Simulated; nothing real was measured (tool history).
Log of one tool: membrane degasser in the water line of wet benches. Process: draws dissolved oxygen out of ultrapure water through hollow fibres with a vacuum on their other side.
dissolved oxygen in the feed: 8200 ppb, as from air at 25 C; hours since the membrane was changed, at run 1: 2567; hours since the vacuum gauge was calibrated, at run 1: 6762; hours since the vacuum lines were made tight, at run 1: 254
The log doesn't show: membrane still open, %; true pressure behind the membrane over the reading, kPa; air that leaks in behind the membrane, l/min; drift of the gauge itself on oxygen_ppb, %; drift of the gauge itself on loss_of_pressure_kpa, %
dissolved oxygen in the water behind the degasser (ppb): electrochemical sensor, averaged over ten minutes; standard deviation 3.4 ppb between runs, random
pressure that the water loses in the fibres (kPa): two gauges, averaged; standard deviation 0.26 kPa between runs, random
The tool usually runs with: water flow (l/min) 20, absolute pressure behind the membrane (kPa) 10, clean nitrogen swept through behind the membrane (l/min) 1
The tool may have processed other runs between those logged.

run	hour	water flow (l/min)	absolute pressure behind the membrane (kPa)	clean nitrogen swept through behind the membrane (l/min)	hours since the membrane was changed	hours since the vacuum gauge was calibrated	hours since the vacuum lines were made tight	dissolved oxygen in the water behind the degasser (ppb)	pressure that the water loses in the fibres (kPa)
1	0	20	10	1	2567	6762	254	358.3	70.24
2	336	20	10	1	2903	7098	590	355.1	69.97
3	599	20	14	1	3166	7361	853	515.9	70.14
4	887.8	20	14	1	3455	7650	1141	512.3	70.22
# hour 958.4: vacuum gauge calibrated
5	1036.1	20	14	1	3602	78	1289	516.6	70.08
6	1190.9	20	14	1	3757	232	1444	519.9	70.73
7	1438.5	20	14.2	1	4005	480	1692	532.9	70.05
8	1665.3	20	14.2	1	4232	707	1918	536	70.95
9	2005	23	10	1	4571	1047	2258	440.5	81.19
10	2204.6	19	10	1	4771	1246	2458	345.5	67.07
11	2455	20	10	0.46	5021	1497	2708	629	70.84
# hour 2576.9: vacuum gauge calibrated, once more
12	2654.5	20	10	1	5220	78	2907	349.2	70.77
13	2823.3	15	10	1	5389	246	3076	240.8	52.74
14	3171.5	15	10	1	5737	595	3424	237.9	53.24
15	3437.4	20	10	1	6003	860	3690	348.4	71.05
16	3757.1	20	10	1	6323	1180	4010	347.6	71.01
17	3952.1	20	10.6	1	6518	1375	4205	374	71.13
18	4136	20	10.6	1	6702	1559	4389	381.5	71.11
19	4390	13	10.6	0.71	6956	1813	4643	303.6	46.37
20	4629.4	13	10.6	0.71	7195	2053	4882	309.4	46.26
21	4979	13	10.6	0.71	7545	2402	5232	307.5	46.42
22	5249.7	13	10.6	0.71	7816	2673	5502	310	46.1
23	5452.8	13	10.6	0.71	8019	2876	5705	312.9	46.74
24	5597.5	19	7.6	1	8163	3021	5850	231.7	68.21
25	5899.1	19	6.3	0.48	8465	3322	6152	297.4	68.48
26	6222.5	15	14.4	0.41	8788	3646	6475	795.6	53.85
27	6420.2	15	14.4	0.41	8986	3843	6673	797.9	53.68
28	6581.4	15	14.4	0.41	9147	4005	6834	801.3	53.63
29	6761.1	19	22.4	1	9327	4184	7014	808.3	68.22
30	6939.3	25	22.4	0.6	9505	4362	7192	1488.7	90.24
31	7211.5	25	22.4	0.6	9777	4635	7464	1472.4	89.74

Here are 3 independent what-if runs from the current tool condition. What would each one return?
A	7516.6	20	10	0.48	10083	4940	7769	?	?
B	7516.6	20	6	1	10083	4940	7769	?	?
C	7516.6	13	7.2	2.99	10083	4940	7769	?	?

run	dissolved oxygen in the water behind the degasser (ppb)	pressure that the water loses in the fibres (kPa)
A	597	71.77
B	193.5	72.29
C	52.8	46.73
With the hidden condition removed and each run's random variation left untouched, the same runs would have given:
run	dissolved oxygen in the water behind the degasser (ppb)	pressure that the water loses in the fibres (kPa)
A	575.6	69.35
B	175.6	69.86
C	48.3	45.16
